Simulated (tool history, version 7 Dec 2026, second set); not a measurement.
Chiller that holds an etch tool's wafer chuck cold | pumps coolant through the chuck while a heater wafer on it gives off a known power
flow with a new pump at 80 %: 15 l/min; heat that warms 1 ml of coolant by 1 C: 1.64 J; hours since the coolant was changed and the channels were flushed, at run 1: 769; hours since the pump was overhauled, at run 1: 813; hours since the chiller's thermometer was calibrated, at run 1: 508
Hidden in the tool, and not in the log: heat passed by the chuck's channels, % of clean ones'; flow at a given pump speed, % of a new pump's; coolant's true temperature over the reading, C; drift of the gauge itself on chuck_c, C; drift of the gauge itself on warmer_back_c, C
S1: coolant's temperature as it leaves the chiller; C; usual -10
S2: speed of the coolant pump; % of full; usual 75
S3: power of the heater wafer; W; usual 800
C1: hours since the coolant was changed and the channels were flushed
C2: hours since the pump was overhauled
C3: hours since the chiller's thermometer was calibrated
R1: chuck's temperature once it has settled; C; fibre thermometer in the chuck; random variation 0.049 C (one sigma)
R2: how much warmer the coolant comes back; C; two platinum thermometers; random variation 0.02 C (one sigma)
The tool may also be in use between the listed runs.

Run 1, hour 0.0: usual settings; C1 769; C2 813; C3 508. Result: R1 -4.18 C, R2 2.09 C.
Run 2, hour 44.2: usual settings; C1 813; C2 858; C3 552. Result: R1 -4.19 C, R2 2.10 C.
Run 3, hour 65.3: usual settings; C1 834; C2 879; C3 573. Result: R1 -4.19 C, R2 2.10 C.
Run 4, hour 107.0: usual settings but S2 90 % of full; C1 876; C2 920; C3 615. Result: R1 -4.92 C, R2 1.76 C.
Run 5, hour 126.8: usual settings but S3 624 W; C1 895; C2 940; C3 634. Result: R1 -5.48 C, R2 1.66 C.
Run 6, hour 150.3: usual settings but S3 624 W; C1 919; C2 964; C3 658. Result: R1 -5.57 C, R2 1.62 C.
Run 7, hour 190.6: usual settings but S3 624 W; C1 959; C2 1004; C3 698. Result: R1 -5.44 C, R2 1.62 C.
Run 8, hour 229.3: usual settings; C1 998; C2 1043; C3 737. Result: R1 -4.11 C, R2 2.13 C.
Run 9, hour 262.4: usual settings; C1 1031; C2 1076; C3 770. Result: R1 -4.19 C, R2 2.10 C.
Run 10, hour 300.7: usual settings; C1 1069; C2 1114; C3 808. Result: R1 -4.19 C, R2 2.10 C.
Run 11, hour 341.3: usual settings; C1 1110; C2 1155; C3 849. Result: R1 -4.22 C, R2 2.14 C.
Run 12, hour 379.9: usual settings; C1 1148; C2 1193; C3 888. Result: R1 -4.20 C, R2 2.12 C.
Run 13, hour 421.6: usual settings; C1 1190; C2 1235; C3 929. Result: R1 -4.19 C, R2 2.14 C.
Run 14, hour 464.3: usual settings but S1 -9 C, S3 740 W; C1 1233; C2 1278; C3 972. Result: R1 -3.55 C, R2 1.98 C.
Run 15, hour 491.8: usual settings but S1 -9 C, S2 66 % of full, S3 740 W; C1 1260; C2 1305; C3 1000. Result: R1 -3.09 C, R2 2.23 C.
Run 16, hour 516.7: usual settings but S1 -9 C, S2 68 % of full, S3 414 W; C1 1285; C2 1330; C3 1024. Result: R1 -5.75 C, R2 1.24 C.
Run 17, hour 543.7: usual settings but S1 -9 C, S2 68 % of full, S3 414 W; C1 1312; C2 1357; C3 1051. Result: R1 -5.65 C, R2 1.20 C.
At hour 552.1: coolant pump overhauled.
Run 18, hour 589.6: usual settings but S2 81 % of full; C1 1353; C2 37; C3 1092. Result: R1 -4.55 C, R2 1.95 C.
Run 19, hour 633.7: usual settings but S2 80 % of full, S3 701 W; C1 1397; C2 82; C3 1136. Result: R1 -5.06 C, R2 1.77 C.
Run 20, hour 681.8: usual settings but S2 80 % of full, S3 701 W; C1 1445; C2 130; C3 1185. Result: R1 -5.15 C, R2 1.77 C.
Run 21, hour 723.8: usual settings but S2 80 % of full, S3 701 W; C1 1487; C2 172; C3 1227. Result: R1 -5.06 C, R2 1.75 C.
Run 22, hour 766.4: usual settings but S2 80 % of full, S3 701 W; C1 1530; C2 214; C3 1269. Result: R1 -5.20 C, R2 1.74 C.
Run 23, hour 789.6: usual settings but S1 -13 C, S3 507 W; C1 1553; C2 238; C3 1292. Result: R1 -9.27 C, R2 1.35 C.
At hour 797.4: coolant pump overhauled, once more.
Run 24, hour 827.4: usual settings but S1 -13 C, S3 507 W; C1 1586; C2 30; C3 1325. Result: R1 -9.32 C, R2 1.33 C.

Some steps in R1 between neighbouring runs. How much of each would the tool show without its hidden state too (settings, what came in, random variation), and how much is left for the hidden state, with any gauge scatter that isn't in both results?
Run 15 -> 16: S2 66 -> 68, S3 740 -> 414. R1 -2.66 C: hidden state -0.08, all else -2.58.
Run 22 -> 23: S1 -10 -> -13, S2 80 -> 75, S3 701 -> 507. R1 -4.07 C: hidden state -0.05, all else -4.02.
Run 23 -> 24: coolant pump overhauled, once more. R1 -0.05 C: hidden state -0.08, all else +0.03.

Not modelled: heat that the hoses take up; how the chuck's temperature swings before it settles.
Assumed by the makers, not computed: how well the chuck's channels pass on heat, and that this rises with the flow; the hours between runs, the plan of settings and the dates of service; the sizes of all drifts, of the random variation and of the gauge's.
